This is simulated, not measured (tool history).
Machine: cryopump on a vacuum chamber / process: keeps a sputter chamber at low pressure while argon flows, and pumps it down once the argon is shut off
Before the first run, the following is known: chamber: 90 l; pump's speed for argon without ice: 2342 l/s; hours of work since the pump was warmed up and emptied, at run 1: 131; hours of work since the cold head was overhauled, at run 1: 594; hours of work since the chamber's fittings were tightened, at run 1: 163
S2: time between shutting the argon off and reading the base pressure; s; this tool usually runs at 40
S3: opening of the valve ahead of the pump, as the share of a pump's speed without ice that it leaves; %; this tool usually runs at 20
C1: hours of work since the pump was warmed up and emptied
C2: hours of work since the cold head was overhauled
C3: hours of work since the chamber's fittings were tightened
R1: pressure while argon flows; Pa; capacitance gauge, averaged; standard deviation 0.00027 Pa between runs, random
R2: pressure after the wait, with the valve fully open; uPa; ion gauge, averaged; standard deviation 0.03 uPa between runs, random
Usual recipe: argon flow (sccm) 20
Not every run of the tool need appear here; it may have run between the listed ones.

{"run": 1, "day": 0.0, "argon flow (sccm)": 20, "S2": 40, "S3": 20, "C1": 131, "C2": 594, "C3": 163, "R1": 0.0727, "R2": 1.75}
{"run": 2, "day": 0.988, "argon flow (sccm)": 20, "S2": 50, "S3": 20, "C1": 146, "C2": 609, "C3": 178, "R1": 0.073, "R2": 1.42}
{"run": 3, "day": 1.838, "argon flow (sccm)": 20, "S2": 40, "S3": 20, "C1": 159, "C2": 622, "C3": 191, "R1": 0.0732, "R2": 1.73}
{"run": 4, "day": 2.933, "argon flow (sccm)": 20, "S2": 40, "S3": 20, "C1": 176, "C2": 639, "C3": 208, "R1": 0.0729, "R2": 1.68}
{"run": 5, "day": 3.5, "argon flow (sccm)": 20, "S2": 40, "S3": 20, "C1": 185, "C2": 648, "C3": 217, "R1": 0.0731, "R2": 1.71}
{"run": 6, "day": 4.538, "argon flow (sccm)": 20, "S2": 33, "S3": 20, "C1": 201, "C2": 664, "C3": 233, "R1": 0.073, "R2": 1.97}
{"run": 7, "day": 5.025, "argon flow (sccm)": 20, "S2": 33, "S3": 20, "C1": 209, "C2": 671, "C3": 240, "R1": 0.0736, "R2": 1.94}
{"run": 8, "day": 5.912, "argon flow (sccm)": 20, "S2": 33, "S3": 20, "C1": 222, "C2": 685, "C3": 254, "R1": 0.0736, "R2": 1.98}
{"run": 9, "day": 6.908, "argon flow (sccm)": 20, "S2": 40, "S3": 28, "C1": 238, "C2": 700, "C3": 269, "R1": 0.0532, "R2": 1.71}
{"run": 10, "day": 7.725, "argon flow (sccm)": 32, "S2": 40, "S3": 28, "C1": 250, "C2": 713, "C3": 282, "R1": 0.0845, "R2": 1.79}
{"run": 11, "day": 8.383, "argon flow (sccm)": 32, "S2": 29, "S3": 28, "C1": 260, "C2": 723, "C3": 292, "R1": 0.0844, "R2": 2.3}
{"run": 12, "day": 9.5, "argon flow (sccm)": 32, "S2": 29, "S3": 28, "C1": 278, "C2": 740, "C3": 309, "R1": 0.0852, "R2": 2.23}
{"run": 13, "day": 10.204, "argon flow (sccm)": 20, "S2": 258, "S3": 20, "C1": 288, "C2": 751, "C3": 320, "R1": 0.0731, "R2": 0.61}
{"run": 14, "day": 10.933, "argon flow (sccm)": 20, "S2": 258, "S3": 20, "C1": 300, "C2": 762, "C3": 331, "R1": 0.0739, "R2": 0.61}
{"run": 15, "day": 11.812, "argon flow (sccm)": 20, "S2": 260, "S3": 20, "C1": 313, "C2": 776, "C3": 345, "R1": 0.074, "R2": 0.65}
{"run": 16, "day": 12.775, "argon flow (sccm)": 20, "S2": 40, "S3": 20, "C1": 328, "C2": 790, "C3": 360, "R1": 0.0738, "R2": 1.86}
{"run": 17, "day": 13.371, "argon flow (sccm)": 20, "S2": 180, "S3": 20, "C1": 337, "C2": 800, "C3": 369, "R1": 0.074, "R2": 0.75}
{"run": 18, "day": 13.917, "argon flow (sccm)": 11, "S2": 27, "S3": 20, "C1": 346, "C2": 808, "C3": 377, "R1": 0.0409, "R2": 2.49}
{"run": 19, "day": 14.496, "argon flow (sccm)": 39, "S2": 27, "S3": 49, "C1": 355, "C2": 817, "C3": 386, "R1": 0.0608, "R2": 2.56}
{"run": 20, "day": 15.529, "argon flow (sccm)": 21, "S2": 181, "S3": 31, "C1": 370, "C2": 833, "C3": 402, "R1": 0.0514, "R2": 0.77}
{"run": 21, "day": 16.429, "argon flow (sccm)": 17, "S2": 145, "S3": 24, "C1": 384, "C2": 847, "C3": 416, "R1": 0.0528, "R2": 0.94}
{"run": 22, "day": 17.346, "argon flow (sccm)": 18, "S2": 253, "S3": 21, "C1": 398, "C2": 861, "C3": 430, "R1": 0.0633, "R2": 0.73}
{"run": 23, "day": 18.271, "argon flow (sccm)": 18, "S2": 253, "S3": 21, "C1": 413, "C2": 875, "C3": 444, "R1": 0.0639, "R2": 0.71}
{"run": 24, "day": 18.788, "argon flow (sccm)": 9, "S2": 40, "S3": 21, "C1": 421, "C2": 883, "C3": 452, "R1": 0.032, "R2": 1.94}
{"run": 25, "day": 19.642, "argon flow (sccm)": 9, "S2": 40, "S3": 21, "C1": 434, "C2": 896, "C3": 465, "R1": 0.0321, "R2": 1.9}
{"day": 20.733, "done": "pump warmed up, emptied and cooled again"}
{"run": 26, "day": 20.733, "argon flow (sccm)": 9, "S2": 40, "S3": 21, "C1": 0, "C2": 910, "C3": 479, "R1": 0.0307, "R2": 1.9}
{"run": 27, "day": 21.292, "argon flow (sccm)": 9, "S2": 40, "S3": 21, "C1": 9, "C2": 918, "C3": 488, "R1": 0.0309, "R2": 1.86}
{"run": 28, "day": 22.204, "argon flow (sccm)": 10, "S2": 211, "S3": 52, "C1": 23, "C2": 933, "C3": 502, "R1": 0.0138, "R2": 0.79}
{"run": 29, "day": 22.817, "argon flow (sccm)": 10, "S2": 211, "S3": 52, "C1": 32, "C2": 942, "C3": 511, "R1": 0.0138, "R2": 0.76}
{"run": 30, "day": 23.817, "argon flow (sccm)": 10, "S2": 211, "S3": 19, "C1": 47, "C2": 957, "C3": 527, "R1": 0.0381, "R2": 0.79}
{"run": 31, "day": 24.575, "argon flow (sccm)": 14, "S2": 76, "S3": 20, "C1": 59, "C2": 969, "C3": 538, "R1": 0.0508, "R2": 1.3}
{"run": 32, "day": 25.646, "argon flow (sccm)": 22, "S2": 72, "S3": 36, "C1": 76, "C2": 986, "C3": 555, "R1": 0.0447, "R2": 1.3}
{"run": 33, "day": 26.112, "argon flow (sccm)": 22, "S2": 72, "S3": 36, "C1": 83, "C2": 993, "C3": 562, "R1": 0.0448, "R2": 1.36}

5 options for the next run, each taken on its own from the tool as it stands now. Forecast them:
{"run": "A", "day": 26.908, "argon flow (sccm)": 22, "S2": 226, "S3": 36, "C1": 95, "C2": 1005, "C3": 574, "R1": "?", "R2": "?"}
{"run": "B", "day": 26.908, "argon flow (sccm)": 16, "S2": 72, "S3": 36, "C1": 95, "C2": 1005, "C3": 574, "R1": "?", "R2": "?"}
{"run": "C", "day": 26.908, "argon flow (sccm)": 11, "S2": 48, "S3": 33, "C1": 95, "C2": 1005, "C3": 574, "R1": "?", "R2": "?"}
{"run": "D", "day": 26.908, "argon flow (sccm)": 20, "S2": 104, "S3": 20, "C1": 95, "C2": 1005, "C3": 574, "R1": "?", "R2": "?"}
{"run": "E", "day": 26.908, "argon flow (sccm)": 19, "S2": 50, "S3": 36, "C1": 95, "C2": 1005, "C3": 574, "R1": "?", "R2": "?"}

run=A R1=0.0446 R2=0.85
run=B R1=0.0326 R2=1.34
run=C R1=0.0244 R2=1.69
run=D R1=0.0726 R2=1.16
run=E R1=0.0388 R2=1.64
Take away the tool's hidden state, keep each run's random variation, and the runs would have read:
run=A R1=0.0439 R2=0.39
run=B R1=0.0321 R2=0.90
run=C R1=0.0240 R2=1.25
run=D R1=0.0720 R2=0.69
run=E R1=0.0382 R2=1.20
